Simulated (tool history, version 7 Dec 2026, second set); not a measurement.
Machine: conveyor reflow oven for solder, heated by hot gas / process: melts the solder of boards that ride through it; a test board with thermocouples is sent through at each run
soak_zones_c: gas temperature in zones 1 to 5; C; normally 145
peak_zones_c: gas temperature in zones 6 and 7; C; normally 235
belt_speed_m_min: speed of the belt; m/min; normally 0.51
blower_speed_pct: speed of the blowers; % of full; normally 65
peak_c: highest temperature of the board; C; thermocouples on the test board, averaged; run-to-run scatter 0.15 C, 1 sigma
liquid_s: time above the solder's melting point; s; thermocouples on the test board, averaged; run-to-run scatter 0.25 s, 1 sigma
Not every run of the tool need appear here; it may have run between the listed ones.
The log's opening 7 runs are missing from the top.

Run 8, hour 86.5: usual settings but soak_zones_c 133 C. Result: peak_c 216.8 C, liquid_s 50.4 s.
Run 9, hour 96.9: usual settings but soak_zones_c 133 C. Result: peak_c 216.4 C, liquid_s 50.9 s.
Run 10, hour 112.1: usual settings. Result: peak_c 218.8 C, liquid_s 56.2 s.
Run 11, hour 124.5: usual settings. Result: peak_c 218.9 C, liquid_s 56.8 s.
Run 12, hour 141.3: usual settings. Result: peak_c 218.8 C, liquid_s 56 s.
Run 13, hour 154: usual settings but belt_speed_m_min 0.46 m/min. Result: peak_c 221.5 C, liquid_s 65.4 s.
Run 14, hour 163.2: usual settings but belt_speed_m_min 0.46 m/min. Result: peak_c 221.9 C, liquid_s 65.3 s.
Run 15, hour 172.8: usual settings but belt_speed_m_min 0.46 m/min. Result: peak_c 221.6 C, liquid_s 65.4 s.
Run 16, hour 185.1: usual settings but belt_speed_m_min 0.46 m/min. Result: peak_c 221.7 C, liquid_s 65.6 s.
Run 17, hour 197.5: usual settings but soak_zones_c 151 C, peak_zones_c 226 C. Result: peak_c 211.9 C, liquid_s 54.1 s.
Run 18, hour 205.5: usual settings but soak_zones_c 143 C, peak_zones_c 234 C, blower_speed_pct 60 % of full. Result: peak_c 216.4 C, liquid_s 53.5 s.
Run 19, hour 216: usual settings but peak_zones_c 238 C, belt_speed_m_min 0.455 m/min. Result: peak_c 225.1 C, liquid_s 67.9 s.
Run 20, hour 223.6: usual settings but peak_zones_c 238 C, belt_speed_m_min 0.455 m/min. Result: peak_c 224.8 C, liquid_s 67.5 s.
Run 21, hour 237.7: usual settings but soak_zones_c 132 C, peak_zones_c 242 C, belt_speed_m_min 0.446 m/min. Result: peak_c 226.9 C, liquid_s 66.5 s.
Run 22, hour 251.3: usual settings but soak_zones_c 132 C, peak_zones_c 224 C, belt_speed_m_min 0.561 m/min, blower_speed_pct 74 % of full. Result: peak_c 205.1 C, liquid_s 36.3 s.
Run 23, hour 265.2: usual settings but soak_zones_c 132 C, peak_zones_c 224 C, belt_speed_m_min 0.561 m/min, blower_speed_pct 74 % of full. Result: peak_c 204.9 C, liquid_s 36.6 s.
Run 24, hour 282.3: usual settings but soak_zones_c 132 C, peak_zones_c 246 C, belt_speed_m_min 0.565 m/min, blower_speed_pct 74 % of full. Result: peak_c 223.4 C, liquid_s 50.1 s.
At hour 298.9: flux residue cleaned out of gas plates and filters.
Run 25, hour 302.3: usual settings but belt_speed_m_min 0.489 m/min, blower_speed_pct 58 % of full. Result: peak_c 220.2 C, liquid_s 60.4 s.
Run 26, hour 314.4: usual settings but soak_zones_c 156 C, peak_zones_c 242 C, belt_speed_m_min 0.489 m/min, blower_speed_pct 59 % of full. Result: peak_c 228.8 C, liquid_s 69.6 s.
Run 27, hour 321.5: usual settings but soak_zones_c 156 C, peak_zones_c 242 C, belt_speed_m_min 0.489 m/min, blower_speed_pct 59 % of full. Result: peak_c 228.4 C, liquid_s 69.9 s.
Run 28, hour 331.7: usual settings but peak_zones_c 240 C, blower_speed_pct 61 % of full. Result: peak_c 223.9 C, liquid_s 59.9 s.
Run 29, hour 339.4: usual settings but soak_zones_c 153 C, peak_zones_c 247 C. Result: peak_c 232.4 C, liquid_s 67.2 s.
Run 30, hour 353.9: usual settings but soak_zones_c 148 C, peak_zones_c 247 C, blower_speed_pct 54 % of full. Result: peak_c 228.4 C, liquid_s 63.9 s.
Run 31, hour 361.7: usual settings but soak_zones_c 148 C, peak_zones_c 247 C, blower_speed_pct 54 % of full. Result: peak_c 228.9 C, liquid_s 63.8 s.

3 ways to go on from here, each from the tool as it stands after run 31. What would each give?
Run A, hour 372.1: usual settings but soak_zones_c 137 C, peak_zones_c 247 C, belt_speed_m_min 0.543 m/min, blower_speed_pct 54 % of full. Result: peak_c ?, liquid_s ?.
Run B, hour 372.1: usual settings but peak_zones_c 231 C, blower_speed_pct 62 % of full. Result: peak_c ?, liquid_s ?.
Run C, hour 372.1: usual settings but soak_zones_c 147 C, peak_zones_c 247 C, blower_speed_pct 54 % of full. Result: peak_c ?, liquid_s ?.

run  peak_c  liquid_s
  A   223.7      53.4
  B   216.1      55.2
  C   228.2      62.9
Without the tool's unlogged condition, the same runs would have read:
run  peak_c  liquid_s
  A   222.8      52.3
  B   215.1        54
  C   227.2      61.7
